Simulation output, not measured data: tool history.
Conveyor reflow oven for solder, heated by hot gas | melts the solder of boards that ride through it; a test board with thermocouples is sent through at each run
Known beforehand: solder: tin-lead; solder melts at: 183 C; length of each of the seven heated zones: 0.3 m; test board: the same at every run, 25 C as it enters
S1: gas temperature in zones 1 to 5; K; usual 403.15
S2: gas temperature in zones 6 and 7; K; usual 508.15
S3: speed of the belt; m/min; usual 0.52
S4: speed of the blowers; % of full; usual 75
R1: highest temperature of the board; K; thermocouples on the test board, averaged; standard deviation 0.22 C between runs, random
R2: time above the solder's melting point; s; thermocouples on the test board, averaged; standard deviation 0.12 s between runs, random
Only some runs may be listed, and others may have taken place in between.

{"run": 1, "hour": 0.0, "S1": 403.15, "S2": 508.15, "S3": 0.52, "S4": 75, "R1": 491.35, "R2": 51.6}
{"run": 2, "hour": 32.2, "S1": 403.15, "S2": 511.15, "S3": 0.52, "S4": 75, "R1": 494.05, "R2": 53.2}
{"run": 3, "hour": 89.7, "S1": 403.15, "S2": 511.15, "S3": 0.52, "S4": 75, "R1": 493.65, "R2": 53}
{"hour": 132.5, "done": "flux residue cleaned out of gas plates and filters"}
{"run": 4, "hour": 150.3, "S1": 403.15, "S2": 511.15, "S3": 0.52, "S4": 75, "R1": 495.25, "R2": 54.5}
{"run": 5, "hour": 199.1, "S1": 403.15, "S2": 511.15, "S3": 0.52, "S4": 75, "R1": 495.05, "R2": 54.1}
{"run": 6, "hour": 242.2, "S1": 403.15, "S2": 511.15, "S3": 0.52, "S4": 75, "R1": 495.25, "R2": 54.2}
{"hour": 249.4, "done": "belt drive overhauled, speed set with a stopwatch"}
{"run": 7, "hour": 275.4, "S1": 403.15, "S2": 507.15, "S3": 0.52, "S4": 75, "R1": 491.05, "R2": 52}
{"run": 8, "hour": 302.1, "S1": 403.15, "S2": 507.15, "S3": 0.52, "S4": 75, "R1": 491.15, "R2": 52}
{"run": 9, "hour": 330.4, "S1": 403.15, "S2": 507.15, "S3": 0.52, "S4": 75, "R1": 490.95, "R2": 51.8}
{"run": 10, "hour": 393.0, "S1": 403.15, "S2": 507.15, "S3": 0.52, "S4": 55, "R1": 487.75, "R2": 48.6}
{"hour": 409.5, "done": "thermocouples of zones 6 and 7 changed"}
{"hour": 418.4, "done": "belt drive overhauled, speed set with a stopwatch, once more"}
{"run": 11, "hour": 459.5, "S1": 403.15, "S2": 507.15, "S3": 0.52, "S4": 55, "R1": 490.05, "R2": 49.7}
{"run": 12, "hour": 515.9, "S1": 403.15, "S2": 508.15, "S3": 0.53, "S4": 75, "R1": 494.05, "R2": 51.6}

Below, some changes in R1 between adjacent runs. For each, the amount present without the hidden state too (settings, incoming material, random variation) and the amount remaining for the hidden state with gauge scatter not shared by both compared results:
Unlogged tool condition in this case: heat that the gas passes to the board, % of a clean oven's; belt's true speed, % of the reading; true gas temperature in zones 6 and 7 over the reading, C; drift of the gauge itself on peak_c, C; drift of the gauge itself on liquid_s, %.
Run 6 -> 7: S2 511.15 -> 507.15, belt drive overhauled, speed set with a stopwatch. R1 -4.2 K: hidden state +0, all else -4.2.
Run 10 -> 11: thermocouples of zones 6 and 7 changed, belt drive overhauled, speed set with a stopwatch, once more. R1 +2.3 K: hidden state +2.7, all else -0.4.

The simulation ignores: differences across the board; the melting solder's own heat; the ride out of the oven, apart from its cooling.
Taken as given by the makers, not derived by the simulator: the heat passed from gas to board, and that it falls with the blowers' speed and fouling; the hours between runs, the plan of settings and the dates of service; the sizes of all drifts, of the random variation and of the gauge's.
